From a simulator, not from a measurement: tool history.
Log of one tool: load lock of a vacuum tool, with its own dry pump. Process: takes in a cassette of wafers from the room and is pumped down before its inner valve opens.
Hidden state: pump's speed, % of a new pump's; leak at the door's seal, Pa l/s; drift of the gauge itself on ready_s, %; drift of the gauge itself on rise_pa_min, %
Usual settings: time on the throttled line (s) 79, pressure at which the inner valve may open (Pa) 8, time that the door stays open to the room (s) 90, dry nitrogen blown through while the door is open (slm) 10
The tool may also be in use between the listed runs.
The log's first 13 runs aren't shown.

| run | hour | time on the throttled line (s) | pressure at which the inner valve may open (Pa) | time that the door stays open to the room (s) | dry nitrogen blown through while the door is open (slm) | hours that the pump has run since its overhaul | times that the door has closed on its seal | incoming humidity of the room's air, % | time from the closed door until the inner valve may open (s) | rise of the pressure with all valves shut (Pa/min) |
|---|---|---|---|---|---|---|---|---|---|---|
| 14 | 2876.5 | 79 | 8 | 90 | 10 | 7404 | 49843 | 46.6 | 138.4 | 0.289 |
| 15 | 3023.4 | 79 | 8 | 90 | 5 | 7551 | 50446 | 43.3 | 138.2 | 0.289 |
| 16 | 3228.0 | 79 | 8 | 90 | 5 | 7756 | 51286 | 47.2 | 139.2 | 0.290 |
| 17 | 3403.0 | 72 | 7 | 90 | 10 | 7931 | 52005 | 42.1 | 135.9 | 0.295 |
| 18 | 3621.8 | 72 | 7 | 156 | 10 | 8149 | 52903 | 47.2 | 134.4 | 0.314 |
|  | 3649.8 | door's seal changed, seat wiped |
| 19 | 3840.9 | 79 | 8 | 182 | 10 | 8367 | 785 | 42.9 | 139.5 | 0.045 |
| 20 | 4022.6 | 79 | 8 | 165 | 10 | 8549 | 1531 | 45.0 | 139.5 | 0.046 |
| 21 | 4252.1 | 79 | 15 | 165 | 19 | 8778 | 2473 | 41.3 | 134.3 | 0.036 |
| 22 | 4396.6 | 76 | 8 | 44 | 19 | 8923 | 3067 | 47.8 | 136.4 | 0.023 |
| 23 | 4652.9 | 60 | 8 | 44 | 30 | 9179 | 4120 | 47.4 | 124.7 | 0.022 |
| 24 | 4866.5 | 60 | 14 | 54 | 30 | 9393 | 4996 | 44.1 | 120.3 | 0.031 |
| 25 | 5156.2 | 42 | 13 | 209 | 19 | 9682 | 6186 | 44.8 | 107.1 | 0.052 |
| 26 | 5457.7 | 68 | 10 | 45 | 7 | 9984 | 7424 | 43.2 | 128.9 | 0.040 |
| 27 | 5615.3 | 68 | 10 | 45 | 7 | 10141 | 8071 | 45.2 | 129.7 | 0.044 |
| 28 | 5756.7 | 68 | 13 | 57 | 7 | 10283 | 8652 | 42.0 | 126.8 | 0.042 |
| 29 | 5916.4 | 47 | 11 | 90 | 4 | 10442 | 9308 | 42.7 | 112.6 | 0.059 |
| 30 | 6065.2 | 47 | 11 | 90 | 4 | 10591 | 9919 | 42.2 | 113.7 | 0.059 |
| 31 | 6295.3 | 47 | 11 | 90 | 4 | 10821 | 10864 | 45.0 | 113.3 | 0.060 |

3 ways to go on from here, each from the tool as it stands after run 31. What would each give?
| A | 6465.2 | 47 | 10 | 81 | 35 | 10991 | 11561 | 44.5 | ? | ? |
| B | 6465.2 | 79 | 12 | 90 | 7 | 10991 | 11561 | 43.9 | ? | ? |
| C | 6465.2 | 47 | 7 | 233 | 4 | 10991 | 11561 | 40.1 | ? | ? |

| run | time from the closed door until the inner valve may open (s) | rise of the pressure with all valves shut (Pa/min) |
|---|---|---|
| A | 114.2 | 0.047 |
| B | 136.7 | 0.059 |
| C | 117.3 | 0.075 |
Without the tool's hidden state the same runs would have given:
| run | time from the closed door until the inner valve may open (s) | rise of the pressure with all valves shut (Pa/min) |
|---|---|---|
| A | 108.4 | 0.023 |
| B | 131.6 | 0.035 |
| C | 111.2 | 0.051 |
